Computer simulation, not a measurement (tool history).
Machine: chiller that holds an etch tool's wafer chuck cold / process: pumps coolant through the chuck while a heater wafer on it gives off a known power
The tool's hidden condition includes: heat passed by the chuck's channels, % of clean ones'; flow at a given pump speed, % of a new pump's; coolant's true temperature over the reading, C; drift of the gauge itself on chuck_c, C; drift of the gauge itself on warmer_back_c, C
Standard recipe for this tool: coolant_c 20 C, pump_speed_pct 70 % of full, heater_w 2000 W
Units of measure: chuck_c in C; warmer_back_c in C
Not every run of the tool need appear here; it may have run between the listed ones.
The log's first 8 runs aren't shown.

| run | hour | coolant_c | pump_speed_pct | heater_w | hours since the coolant was changed and the channels were flushed | hours since the pump was overhauled | hours since the chiller's thermometer was calibrated | chuck_c | warmer_back_c |
|---|---|---|---|---|---|---|---|---|---|
| 9 | 176.6 | 20 | 70 | 2297 | 453 | 941 | 1811 | 39.9 | 11.61 |
| 10 | 197.0 | 20 | 70 | 1179 | 474 | 961 | 1832 | 30.1 | 6.00 |
| 11 | 216.9 | 20 | 70 | 1179 | 493 | 981 | 1852 | 30.2 | 5.95 |
| 12 | 231.8 | 20 | 87 | 2000 | 508 | 996 | 1867 | 34.8 | 8.01 |
| 13 | 254.2 | 20 | 70 | 1435 | 531 | 1018 | 1889 | 32.5 | 7.29 |
| 14 | 268.1 | 20 | 70 | 1407 | 545 | 1032 | 1903 | 32.1 | 7.17 |
| 15 | 286.0 | 20 | 70 | 2000 | 562 | 1050 | 1921 | 37.5 | 10.13 |
| 16 | 304.4 | 20 | 70 | 2000 | 581 | 1069 | 1939 | 37.3 | 10.23 |
| 17 | 320.1 | 20 | 67 | 2310 | 597 | 1084 | 1955 | 40.7 | 12.32 |
| 18 | 333.5 | 20 | 70 | 1529 | 610 | 1098 | 1968 | 33.0 | 7.78 |
| 19 | 361.5 | 20 | 70 | 2516 | 638 | 1126 | 1996 | 41.9 | 12.81 |
| 20 | 379.7 | 29 | 70 | 1795 | 656 | 1144 | 2015 | 44.4 | 9.18 |
| 21 | 395.1 | 19 | 89 | 2000 | 672 | 1159 | 2030 | 33.9 | 7.85 |
| 22 | 409.1 | 19 | 89 | 2000 | 686 | 1173 | 2044 | 33.9 | 7.90 |
| 23 | 435.2 | 24 | 86 | 2000 | 712 | 1199 | 2070 | 39.1 | 8.12 |
| 24 | 464.7 | 23 | 70 | 1510 | 741 | 1229 | 2100 | 36.4 | 7.76 |
| 25 | 478.0 | 22 | 77 | 1258 | 754 | 1242 | 2113 | 32.1 | 5.84 |
| 26 | 498.9 | 22 | 99 | 1310 | 775 | 1263 | 2134 | 30.8 | 4.64 |
| 27 | 522.0 | 22 | 99 | 1596 | 798 | 1286 | 2157 | 33.0 | 5.62 |
| 28 | 543.7 | 25 | 71 | 1649 | 820 | 1308 | 2179 | 39.2 | 8.23 |
| 29 | 561.4 | 14 | 70 | 1339 | 838 | 1326 | 2196 | 25.6 | 6.84 |
| 30 | 579.9 | 14 | 70 | 1339 | 856 | 1344 | 2215 | 25.6 | 6.88 |
| 31 | 606.3 | 11 | 70 | 2000 | 883 | 1370 | 2241 | 28.6 | 10.25 |
| 32 | 631.1 | 11 | 89 | 2000 | 908 | 1395 | 2266 | 25.9 | 7.96 |

Here are 3 independent what-if runs from the current tool condition. What would each one return?
| A | 660.2 | 20 | 70 | 1758 | 937 | 1424 | 2295 | ? | ? |
| B | 660.2 | 27 | 73 | 1667 | 937 | 1424 | 2295 | ? | ? |
| C | 660.2 | 25 | 64 | 2596 | 937 | 1424 | 2295 | ? | ? |

| run | chuck_c | warmer_back_c |
|---|---|---|
| A | 35.3 | 8.98 |
| B | 41.2 | 8.11 |
| C | 49.0 | 14.55 |
Without the tool's unlogged condition, the same runs would have read:
| run | chuck_c | warmer_back_c |
|---|---|---|
| A | 35.2 | 8.89 |
| B | 41.2 | 8.02 |
| C | 48.8 | 14.40 |
